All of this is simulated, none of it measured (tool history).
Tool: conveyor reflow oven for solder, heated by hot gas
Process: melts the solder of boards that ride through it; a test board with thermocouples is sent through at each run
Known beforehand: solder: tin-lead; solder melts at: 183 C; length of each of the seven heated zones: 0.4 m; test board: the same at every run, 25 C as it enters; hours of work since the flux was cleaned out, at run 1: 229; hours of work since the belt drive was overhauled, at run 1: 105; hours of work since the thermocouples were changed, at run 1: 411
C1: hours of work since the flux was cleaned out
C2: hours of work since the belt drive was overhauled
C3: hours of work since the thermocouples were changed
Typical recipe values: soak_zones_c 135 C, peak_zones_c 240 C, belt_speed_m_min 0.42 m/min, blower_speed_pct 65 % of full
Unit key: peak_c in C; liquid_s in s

run 1 hour=0 | soak_zones_c=135 peak_zones_c=240 belt_speed_m_min=0.42 blower_speed_pct=65 | C1=229 C2=105 C3=411 | peak_c=222.7 liquid_s=90.8
run 2 hour=13.1 | soak_zones_c=130 peak_zones_c=240 belt_speed_m_min=0.42 blower_speed_pct=65 | C1=235 C2=111 C3=417 | peak_c=222.5 liquid_s=87.4
run 3 hour=22.6 | soak_zones_c=135 peak_zones_c=240 belt_speed_m_min=0.42 blower_speed_pct=65 | C1=240 C2=115 C3=421 | peak_c=222.9 liquid_s=90.8
run 4 hour=34.5 | soak_zones_c=149 peak_zones_c=240 belt_speed_m_min=0.42 blower_speed_pct=65 | C1=245 C2=120 C3=427 | peak_c=225.1 liquid_s=99.9
run 5 hour=44.9 | soak_zones_c=135 peak_zones_c=240 belt_speed_m_min=0.42 blower_speed_pct=65 | C1=250 C2=125 C3=432 | peak_c=223 liquid_s=91.1
-- hour=51 flux residue cleaned out of gas plates and filters
run 6 hour=60.3 | soak_zones_c=135 peak_zones_c=240 belt_speed_m_min=0.42 blower_speed_pct=72 | C1=4 C2=130 C3=436 | peak_c=223.4 liquid_s=91.2
run 7 hour=66.6 | soak_zones_c=135 peak_zones_c=240 belt_speed_m_min=0.42 blower_speed_pct=65 | C1=7 C2=133 C3=439 | peak_c=221.3 liquid_s=89
run 8 hour=75.7 | soak_zones_c=135 peak_zones_c=240 belt_speed_m_min=0.42 blower_speed_pct=65 | C1=11 C2=137 C3=443 | peak_c=221.8 liquid_s=89.3
run 9 hour=88.6 | soak_zones_c=130 peak_zones_c=232 belt_speed_m_min=0.42 blower_speed_pct=65 | C1=17 C2=143 C3=449 | peak_c=213.1 liquid_s=77.6
run 10 hour=96.1 | soak_zones_c=130 peak_zones_c=232 belt_speed_m_min=0.42 blower_speed_pct=65 | C1=21 C2=146 C3=453 | peak_c=213.4 liquid_s=77.4
-- hour=107.2 flux residue cleaned out of gas plates and filters, once more
run 11 hour=107.2 | soak_zones_c=130 peak_zones_c=232 belt_speed_m_min=0.42 blower_speed_pct=65 | C1=0 C2=149 C3=455 | peak_c=217 liquid_s=83
run 12 hour=120 | soak_zones_c=136 peak_zones_c=245 belt_speed_m_min=0.393 blower_speed_pct=65 | C1=6 C2=155 C3=461 | peak_c=231.3 liquid_s=106.3
run 13 hour=131 | soak_zones_c=136 peak_zones_c=245 belt_speed_m_min=0.393 blower_speed_pct=65 | C1=11 C2=160 C3=466 | peak_c=231.5 liquid_s=107.1

Results per run with the tool's hidden condition removed, run-to-run variation unchanged:
Hidden state at play: heat that the gas passes to the board, % of a clean oven's; belt's true speed, % of the reading; true gas temperature in zones 6 and 7 over the reading, C; drift of the gauge itself on peak_c, C; drift of the gauge itself on liquid_s, %.
run=1 peak_c=225.5 liquid_s=93.6
run=2 peak_c=225.5 liquid_s=90.5
run=3 peak_c=225.8 liquid_s=93.7
run=4 peak_c=227.8 liquid_s=102
run=5 peak_c=226 liquid_s=94
run=6 peak_c=227.8 liquid_s=95.6
run=7 peak_c=225.7 liquid_s=93.7
run=8 peak_c=226.2 liquid_s=94
run=9 peak_c=217.6 liquid_s=84
run=10 peak_c=218 liquid_s=83.9
run=11 peak_c=218.1 liquid_s=83.8
run=12 peak_c=232.4 liquid_s=106.7
run=13 peak_c=232.6 liquid_s=107.6
